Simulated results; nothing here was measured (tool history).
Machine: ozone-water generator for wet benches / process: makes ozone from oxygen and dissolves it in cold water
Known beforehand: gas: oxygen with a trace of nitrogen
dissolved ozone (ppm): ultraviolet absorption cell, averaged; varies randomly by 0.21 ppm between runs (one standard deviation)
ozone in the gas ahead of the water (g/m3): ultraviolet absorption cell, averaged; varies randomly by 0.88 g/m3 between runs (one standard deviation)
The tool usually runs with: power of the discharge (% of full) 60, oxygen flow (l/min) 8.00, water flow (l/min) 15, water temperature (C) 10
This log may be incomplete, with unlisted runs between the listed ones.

run	day	power of the discharge (% of full)	oxygen flow (l/min)	water flow (l/min)	water temperature (C)	dissolved ozone (ppm)	ozone in the gas ahead of the water (g/m3)
1	0.000	60	8.00	15	10	31.0	166.1
2	0.712	60	8.00	15	10	31.0	164.9
3	1.488	60	8.00	15	10	30.7	163.1
4	2.233	60	8.00	15	10	30.8	164.8
5	3.267	60	8.00	15	10	31.0	164.0
6	3.850	60	8.00	15	10	30.9	164.6
7	5.021	60	8.00	15	10	31.0	164.6
8	5.892	60	8.00	15	10	30.7	164.9
9	6.667	60	8.00	15	10	30.8	164.6
10	7.838	60	10.73	15	10	29.0	137.4
11	8.917	60	8.00	15	10	31.0	162.5
12	9.883	49	8.00	15	10	26.3	138.5
13	11.025	49	8.00	15	10	26.2	138.7
14	12.117	49	8.00	15	10	26.4	139.4
15	13.229	49	8.00	15	10	26.4	137.8
16	14.171	60	8.00	15	10	30.6	162.1
# day 14.883: gauge calibrated
17	14.892	72	4.69	13	8	43.3	264.3
18	16.146	90	8.00	15	10	43.0	225.1
19	17.383	60	7.47	15	10	31.0	172.4
20	18.262	60	7.47	15	10	30.7	172.3
21	18.821	60	8.00	14	10	32.5	166.4
22	19.783	60	8.00	15	15	28.4	164.2
23	20.712	60	8.00	15	15	28.1	163.2
# day 21.217: water thermometer calibrated
24	21.446	55	11.55	23	12	19.4	121.2
25	22.038	47	11.55	15	12	22.4	106.5
26	22.892	41	11.55	12	5	26.8	96.8
27	23.562	97	5.75	12	5	60.4	290.4
28	24.104	59	6.38	15	10	31.7	183.4
29	25.417	90	10.27	15	6	43.6	191.2
30	26.492	60	8.00	17	8	29.0	163.2
31	27.358	60	8.00	17	8	29.2	161.7
32	28.171	97	4.13	15	7	50.3	350.8

Some steps in ozone in the gas ahead of the water (g/m3), run to run, broken into two amounts with sign: the step expected even without the hidden condition (settings, incoming material, random variation), and the rest, left for the hidden condition together with whatever gauge scatter is not in both the measured and the hidden-condition-free result:
Hidden conditions of the tool in this case: yield of the discharge, % of new electrodes'; contactor's efficiency, % of a clean one's; true water temperature over the reading, C; drift of the gauge itself on ozone_ppm, %; drift of the gauge itself on gas_g_m3, %.
Run 16 -> 17: power of the discharge (% of full) 60 -> 72, oxygen flow (l/min) 8.00 -> 4.69, water flow (l/min) 15 -> 13, water temperature (C) 10 -> 8, gauge calibrated. ozone in the gas ahead of the water (g/m3) +102.2: hidden state +4.4, all else +97.8.
Run 26 -> 27: power of the discharge (% of full) 41 -> 97, oxygen flow (l/min) 11.55 -> 5.75. ozone in the gas ahead of the water (g/m3) +193.6: hidden state -3.5, all else +197.1.
Run 27 -> 28: power of the discharge (% of full) 97 -> 59, oxygen flow (l/min) 5.75 -> 6.38, water flow (l/min) 12 -> 15, water temperature (C) 5 -> 10. ozone in the gas ahead of the water (g/m3) -107.0: hidden state +1.7, all else -108.7.
Run 31 -> 32: power of the discharge (% of full) 60 -> 97, oxygen flow (l/min) 8.00 -> 4.13, water flow (l/min) 17 -> 15, water temperature (C) 8 -> 7. ozone in the gas ahead of the water (g/m3) +189.1: hidden state -5.2, all else +194.3.

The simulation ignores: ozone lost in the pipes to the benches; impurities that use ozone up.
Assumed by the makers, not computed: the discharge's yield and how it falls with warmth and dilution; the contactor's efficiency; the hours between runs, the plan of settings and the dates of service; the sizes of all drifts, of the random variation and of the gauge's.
